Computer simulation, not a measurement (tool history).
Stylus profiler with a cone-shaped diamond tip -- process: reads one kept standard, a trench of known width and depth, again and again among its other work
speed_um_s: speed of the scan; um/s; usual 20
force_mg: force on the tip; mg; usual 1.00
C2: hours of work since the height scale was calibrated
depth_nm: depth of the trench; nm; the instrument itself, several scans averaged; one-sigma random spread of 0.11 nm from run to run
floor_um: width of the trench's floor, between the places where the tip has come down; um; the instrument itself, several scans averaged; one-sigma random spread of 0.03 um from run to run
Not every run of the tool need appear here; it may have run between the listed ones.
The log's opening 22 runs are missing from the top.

{"run": 23, "hour": 588.8, "speed_um_s": 27, "force_mg": 1.0, "scans with this tip": 2874, "C2": 27, "depth_nm": 201.94, "floor_um": 97.97}
{"run": 24, "hour": 616.0, "speed_um_s": 27, "force_mg": 1.0, "scans with this tip": 2946, "C2": 40, "depth_nm": 201.99, "floor_um": 98.01}
{"run": 25, "hour": 631.8, "speed_um_s": 48, "force_mg": 1.84, "scans with this tip": 2988, "C2": 48, "depth_nm": 202.98, "floor_um": 97.88}
{"run": 26, "hour": 655.3, "speed_um_s": 11, "force_mg": 1.01, "scans with this tip": 3051, "C2": 60, "depth_nm": 202.01, "floor_um": 98.06}
{"run": 27, "hour": 674.6, "speed_um_s": 11, "force_mg": 1.01, "scans with this tip": 3102, "C2": 70, "depth_nm": 202.14, "floor_um": 98.04}
{"run": 28, "hour": 702.4, "speed_um_s": 48, "force_mg": 1.47, "scans with this tip": 3176, "C2": 83, "depth_nm": 202.4, "floor_um": 97.85}
{"run": 29, "hour": 732.2, "speed_um_s": 7, "force_mg": 0.45, "scans with this tip": 3254, "C2": 98, "depth_nm": 201.23, "floor_um": 98.1}
{"run": 30, "hour": 757.3, "speed_um_s": 6, "force_mg": 1.66, "scans with this tip": 3321, "C2": 111, "depth_nm": 202.81, "floor_um": 98.12}
{"run": 31, "hour": 776.8, "speed_um_s": 6, "force_mg": 1.66, "scans with this tip": 3373, "C2": 120, "depth_nm": 202.82, "floor_um": 98.1}
{"run": 32, "hour": 792.3, "speed_um_s": 18, "force_mg": 0.38, "scans with this tip": 3414, "C2": 128, "depth_nm": 201.16, "floor_um": 97.93}
{"run": 33, "hour": 825.4, "speed_um_s": 18, "force_mg": 0.38, "scans with this tip": 3502, "C2": 144, "depth_nm": 201.3, "floor_um": 97.88}
{"run": 34, "hour": 856.5, "speed_um_s": 56, "force_mg": 2.03, "scans with this tip": 3584, "C2": 160, "depth_nm": 203.21, "floor_um": 97.81}
{"run": 35, "hour": 875.5, "speed_um_s": 49, "force_mg": 0.6, "scans with this tip": 3635, "C2": 169, "depth_nm": 201.3, "floor_um": 97.67}
{"run": 36, "hour": 892.5, "speed_um_s": 49, "force_mg": 0.6, "scans with this tip": 3680, "C2": 178, "depth_nm": 201.47, "floor_um": 97.67}
{"run": 37, "hour": 909.1, "speed_um_s": 19, "force_mg": 1.0, "scans with this tip": 3724, "C2": 186, "depth_nm": 202.01, "floor_um": 97.99}
{"run": 38, "hour": 926.8, "speed_um_s": 68, "force_mg": 1.6, "scans with this tip": 3771, "C2": 195, "depth_nm": 202.83, "floor_um": 97.64}
{"run": 39, "hour": 951.9, "speed_um_s": 11, "force_mg": 2.4, "scans with this tip": 3837, "C2": 207, "depth_nm": 203.46, "floor_um": 98.1}
{"run": 40, "hour": 983.3, "speed_um_s": 33, "force_mg": 0.39, "scans with this tip": 3921, "C2": 223, "depth_nm": 201.26, "floor_um": 97.73}
{"run": 41, "hour": 1008.2, "speed_um_s": 73, "force_mg": 1.67, "scans with this tip": 3987, "C2": 235, "depth_nm": 202.62, "floor_um": 97.66}
{"run": 42, "hour": 1039.9, "speed_um_s": 73, "force_mg": 1.67, "scans with this tip": 4071, "C2": 251, "depth_nm": 202.79, "floor_um": 97.71}
{"run": 43, "hour": 1056.9, "speed_um_s": 11, "force_mg": 2.35, "scans with this tip": 4116, "C2": 259, "depth_nm": 203.6, "floor_um": 98.11}
{"run": 44, "hour": 1074.2, "speed_um_s": 11, "force_mg": 2.35, "scans with this tip": 4162, "C2": 268, "depth_nm": 203.23, "floor_um": 98.09}
{"run": 45, "hour": 1107.2, "speed_um_s": 11, "force_mg": 2.35, "scans with this tip": 4249, "C2": 284, "depth_nm": 203.59, "floor_um": 98.02}
{"run": 46, "hour": 1129.1, "speed_um_s": 22, "force_mg": 1.01, "scans with this tip": 4308, "C2": 295, "depth_nm": 202.13, "floor_um": 97.95}

Below are 3 alternative next runs, each starting from the tool's condition after run 46. Predict each:
{"run": "A", "hour": 1145.6, "speed_um_s": 58, "force_mg": 0.37, "scans with this tip": 4351, "C2": 303, "depth_nm": "?", "floor_um": "?"}
{"run": "B", "hour": 1145.6, "speed_um_s": 30, "force_mg": 1.0, "scans with this tip": 4351, "C2": 303, "depth_nm": "?", "floor_um": "?"}
{"run": "C", "hour": 1145.6, "speed_um_s": 31, "force_mg": 0.43, "scans with this tip": 4351, "C2": 303, "depth_nm": "?", "floor_um": "?"}

run=A depth_nm=201.42 floor_um=97.37
run=B depth_nm=202.05 floor_um=97.92
run=C depth_nm=201.29 floor_um=97.74
Stripped of hidden state, with their random variation kept, the same runs would have yielded:
run=A depth_nm=201.02 floor_um=97.51
run=B depth_nm=201.65 floor_um=98.06
run=C depth_nm=200.90 floor_um=97.88
